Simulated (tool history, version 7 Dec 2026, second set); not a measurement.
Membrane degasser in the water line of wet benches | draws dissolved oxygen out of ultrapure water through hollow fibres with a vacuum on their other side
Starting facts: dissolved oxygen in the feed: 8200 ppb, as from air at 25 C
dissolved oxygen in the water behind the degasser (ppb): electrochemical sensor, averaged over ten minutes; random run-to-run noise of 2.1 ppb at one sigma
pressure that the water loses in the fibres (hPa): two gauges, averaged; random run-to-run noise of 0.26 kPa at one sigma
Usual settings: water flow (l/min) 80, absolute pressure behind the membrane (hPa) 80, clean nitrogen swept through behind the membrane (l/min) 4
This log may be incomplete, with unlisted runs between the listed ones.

run,hour,water flow (l/min),absolute pressure behind the membrane (hPa),clean nitrogen swept through behind the membrane (l/min),dissolved oxygen in the water behind the degasser (ppb),pressure that the water loses in the fibres (hPa)
1,0,80,80,4,208.9,694.8
2,42.3,80,80,4,211.3,695.1
3,62.5,80,80,4,217.4,692.1
4,108.8,80,80,3.32,247.9,697.7
5,132.5,80,80,3.32,248.3,696.9
6,169,80,80,3.32,246,694.9
7,191.2,111,80,8.18,154.2,967.2
8,213.5,68,80,2.1,319.3,592.1
9,250.1,109,142.8,2.69,838.6,948.1
10,296.3,80,95.4,11.52,105.4,702.9
11,319.9,80,80,4.66,184.3,697.7

Alternative continuations, all from the tool just after run 11; predict every row:
A,360.4,80,184.6,4,?,?
B,360.4,80,80,1.63,?,?
C,360.4,49,56.3,4,?,?
D,360.4,94,117.4,4.66,?,?
E,360.4,114,105.1,10.76,?,?

run,dissolved oxygen in the water behind the degasser (ppb),pressure that the water loses in the fibres (hPa)
A,626.9,699.7
B,439.2,697.1
C,69.2,425.7
D,376.9,819.2
E,186.6,1001.6
What these runs would have given with no unlogged condition in the tool:
run,dissolved oxygen in the water behind the degasser (ppb),pressure that the water loses in the fibres (hPa)
A,626.6,693.2
B,438.6,690.8
C,69,421.8
D,376.5,811.8
E,186.4,992.4

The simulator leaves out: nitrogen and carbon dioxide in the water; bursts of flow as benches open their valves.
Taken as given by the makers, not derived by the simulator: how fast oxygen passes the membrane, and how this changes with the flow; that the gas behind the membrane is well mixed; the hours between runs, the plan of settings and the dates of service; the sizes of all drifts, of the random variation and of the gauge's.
